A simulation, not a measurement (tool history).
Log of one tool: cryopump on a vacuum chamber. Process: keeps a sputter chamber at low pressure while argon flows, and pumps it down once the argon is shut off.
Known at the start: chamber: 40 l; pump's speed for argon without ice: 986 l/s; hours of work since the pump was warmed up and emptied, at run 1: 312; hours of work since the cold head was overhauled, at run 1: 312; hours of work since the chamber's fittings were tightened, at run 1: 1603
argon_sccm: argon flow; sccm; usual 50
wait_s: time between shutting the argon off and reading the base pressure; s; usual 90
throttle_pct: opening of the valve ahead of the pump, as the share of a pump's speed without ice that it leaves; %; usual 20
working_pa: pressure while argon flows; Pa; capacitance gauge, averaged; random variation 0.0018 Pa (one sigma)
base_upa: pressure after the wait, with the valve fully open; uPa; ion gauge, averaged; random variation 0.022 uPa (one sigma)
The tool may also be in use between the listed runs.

run	hour	argon_sccm	wait_s	throttle_pct	hours of work since the pump was warmed up and emptied	hours of work since the cold head was overhauled	hours of work since the chamber's fittings were tightened	working_pa	base_upa
1	0	50	90	20	312	312	1603	0.4393	1.13
2	15.3	50	90	22	324	324	1615	0.3992	1.1
3	27.5	50	90	22	334	334	1625	0.3994	1.11
4	52.7	50	90	22	355	355	1646	0.4004	1.13
5	78.9	50	90	22	377	377	1667	0.4021	1.12
6	90.9	50	90	22	386	386	1677	0.3987	1.14
7	107.2	25	90	20	400	400	1690	0.2198	1.11
8	128.2	50	29	20	417	417	1708	0.4417	1.93
9	155.3	50	29	20	439	439	1730	0.4419	1.91
10	179.8	50	29	20	459	459	1750	0.4456	1.89
11	207.7	50	29	20	482	482	1773	0.4425	1.96
12	219.6	50	29	20	492	492	1783	0.4416	1.95
13	247.5	41	29	27	515	515	1806	0.2712	1.95
14	263	41	29	27	528	528	1818	0.2727	1.96
15	288.1	41	29	27	548	548	1839	0.275	1.98
16	313.3	42	90	25	569	569	1859	0.3002	1.28
17	337.7	50	249	43	589	589	1879	0.2173	1.06
18	350.7	74	142	17	599	599	1890	0.7755	1.19
19	374	74	142	17	618	618	1909	0.7755	1.17
20	395.7	21	69	17	636	636	1927	0.2206	1.37
21	412.7	36	90	26	650	650	1941	0.2512	1.35
22	441.4	36	90	26	674	674	1964	0.2532	1.32
23	464.2	36	90	26	692	692	1983	0.2524	1.36

Forecast each of these 3 alternatives for the next run:
A	483.7	86	90	55	708	708	1999	?	?
B	483.7	50	90	41	708	708	1999	?	?
C	483.7	65	90	26	708	708	1999	?	?

run	working_pa	base_upa
A	0.3058	1.35
B	0.2298	1.3
C	0.4555	1.37
Without the tool's hidden state the same runs would have given:
run	working_pa	base_upa
A	0.2684	0.64
B	0.2082	0.61
C	0.4273	0.67

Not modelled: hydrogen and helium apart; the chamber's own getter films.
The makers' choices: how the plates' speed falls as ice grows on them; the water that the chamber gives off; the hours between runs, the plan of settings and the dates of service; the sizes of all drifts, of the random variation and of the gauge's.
